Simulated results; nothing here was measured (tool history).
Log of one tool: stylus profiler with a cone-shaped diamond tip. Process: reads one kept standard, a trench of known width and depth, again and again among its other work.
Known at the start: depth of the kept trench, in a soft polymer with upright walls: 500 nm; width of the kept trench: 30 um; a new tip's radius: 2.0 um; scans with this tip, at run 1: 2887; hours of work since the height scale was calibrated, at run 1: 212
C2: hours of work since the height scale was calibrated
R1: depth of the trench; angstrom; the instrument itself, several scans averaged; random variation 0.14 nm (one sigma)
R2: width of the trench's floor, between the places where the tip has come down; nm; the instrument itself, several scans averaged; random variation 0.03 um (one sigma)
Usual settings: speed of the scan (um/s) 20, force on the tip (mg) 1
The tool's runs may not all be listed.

run 1 hour=0 | speed_of_the_scan_(um/s)=20 force_on_the_tip_(mg)=1 | scans_with_this_tip=2887 C2=212 | R1=5044.8 R2=27260
run 2 hour=19.3 | speed_of_the_scan_(um/s)=20 force_on_the_tip_(mg)=1 | scans_with_this_tip=3000 C2=220 | R1=5046.5 R2=27230
run 3 hour=30.8 | speed_of_the_scan_(um/s)=20 force_on_the_tip_(mg)=1 | scans_with_this_tip=3068 C2=225 | R1=5044.2 R2=27270
run 4 hour=51.8 | speed_of_the_scan_(um/s)=20 force_on_the_tip_(mg)=2.85 | scans_with_this_tip=3191 C2=234 | R1=5092.4 R2=27330
run 5 hour=65.1 | speed_of_the_scan_(um/s)=20 force_on_the_tip_(mg)=2.85 | scans_with_this_tip=3269 C2=240 | R1=5093 R2=27350
run 6 hour=85.9 | speed_of_the_scan_(um/s)=20 force_on_the_tip_(mg)=2.85 | scans_with_this_tip=3392 C2=249 | R1=5095 R2=27310
run 7 hour=95.2 | speed_of_the_scan_(um/s)=17 force_on_the_tip_(mg)=1 | scans_with_this_tip=3446 C2=253 | R1=5045.9 R2=27310
run 8 hour=114.8 | speed_of_the_scan_(um/s)=17 force_on_the_tip_(mg)=1 | scans_with_this_tip=3561 C2=261 | R1=5045.9 R2=27290
run 9 hour=128.6 | speed_of_the_scan_(um/s)=17 force_on_the_tip_(mg)=1 | scans_with_this_tip=3642 C2=267 | R1=5047 R2=27290
run 10 hour=150.1 | speed_of_the_scan_(um/s)=17 force_on_the_tip_(mg)=1.85 | scans_with_this_tip=3768 C2=276 | R1=5070.4 R2=27260
run 11 hour=159.7 | speed_of_the_scan_(um/s)=17 force_on_the_tip_(mg)=1.85 | scans_with_this_tip=3825 C2=281 | R1=5069.9 R2=27340
run 12 hour=173.5 | speed_of_the_scan_(um/s)=30 force_on_the_tip_(mg)=2.16 | scans_with_this_tip=3906 C2=287 | R1=5079 R2=27230
run 13 hour=184.7 | speed_of_the_scan_(um/s)=6 force_on_the_tip_(mg)=1 | scans_with_this_tip=3971 C2=291 | R1=5043.2 R2=27280
run 14 hour=202.9 | speed_of_the_scan_(um/s)=6 force_on_the_tip_(mg)=1 | scans_with_this_tip=4078 C2=299 | R1=5045.4 R2=27310
run 15 hour=218.4 | speed_of_the_scan_(um/s)=7 force_on_the_tip_(mg)=2.05 | scans_with_this_tip=4170 C2=306 | R1=5075.7 R2=27340
run 16 hour=236.6 | speed_of_the_scan_(um/s)=15 force_on_the_tip_(mg)=1.3 | scans_with_this_tip=4276 C2=314 | R1=5055.6 R2=27260
run 17 hour=258.7 | speed_of_the_scan_(um/s)=12 force_on_the_tip_(mg)=0.88 | scans_with_this_tip=4406 C2=323 | R1=5042.6 R2=27320
run 18 hour=277.9 | speed_of_the_scan_(um/s)=12 force_on_the_tip_(mg)=0.88 | scans_with_this_tip=4519 C2=332 | R1=5045.5 R2=27250
run 19 hour=293.4 | speed_of_the_scan_(um/s)=12 force_on_the_tip_(mg)=0.88 | scans_with_this_tip=4609 C2=338 | R1=5040.4 R2=27330
run 20 hour=304.1 | speed_of_the_scan_(um/s)=8 force_on_the_tip_(mg)=1.18 | scans_with_this_tip=4672 C2=343 | R1=5053.7 R2=27330
run 21 hour=325.5 | speed_of_the_scan_(um/s)=8 force_on_the_tip_(mg)=1.83 | scans_with_this_tip=4798 C2=352 | R1=5069.5 R2=27290
run 22 hour=342.3 | speed_of_the_scan_(um/s)=9 force_on_the_tip_(mg)=0.63 | scans_with_this_tip=4897 C2=359 | R1=5031.7 R2=27280

4 ways to go on from here, each from the tool as it stands after run 22. What would each give?
run A hour=357.9 | speed_of_the_scan_(um/s)=60 force_on_the_tip_(mg)=1.62 | scans_with_this_tip=4988 C2=366 | R1=? R2=?
run B hour=357.9 | speed_of_the_scan_(um/s)=38 force_on_the_tip_(mg)=1.88 | scans_with_this_tip=4988 C2=366 | R1=? R2=?
run C hour=357.9 | speed_of_the_scan_(um/s)=76 force_on_the_tip_(mg)=0.77 | scans_with_this_tip=4988 C2=366 | R1=? R2=?
run D hour=357.9 | speed_of_the_scan_(um/s)=80 force_on_the_tip_(mg)=1.15 | scans_with_this_tip=4988 C2=366 | R1=? R2=?

run=A R1=5065.2 R2=27180
run=B R1=5071.4 R2=27240
run=C R1=5039.6 R2=27070
run=D R1=5050.8 R2=27100
Without the tool's hidden state the same runs would have given:
run=A R1=5065.3 R2=27190
run=B R1=5071.5 R2=27240
run=C R1=5039.6 R2=27070
run=D R1=5050.8 R2=27110

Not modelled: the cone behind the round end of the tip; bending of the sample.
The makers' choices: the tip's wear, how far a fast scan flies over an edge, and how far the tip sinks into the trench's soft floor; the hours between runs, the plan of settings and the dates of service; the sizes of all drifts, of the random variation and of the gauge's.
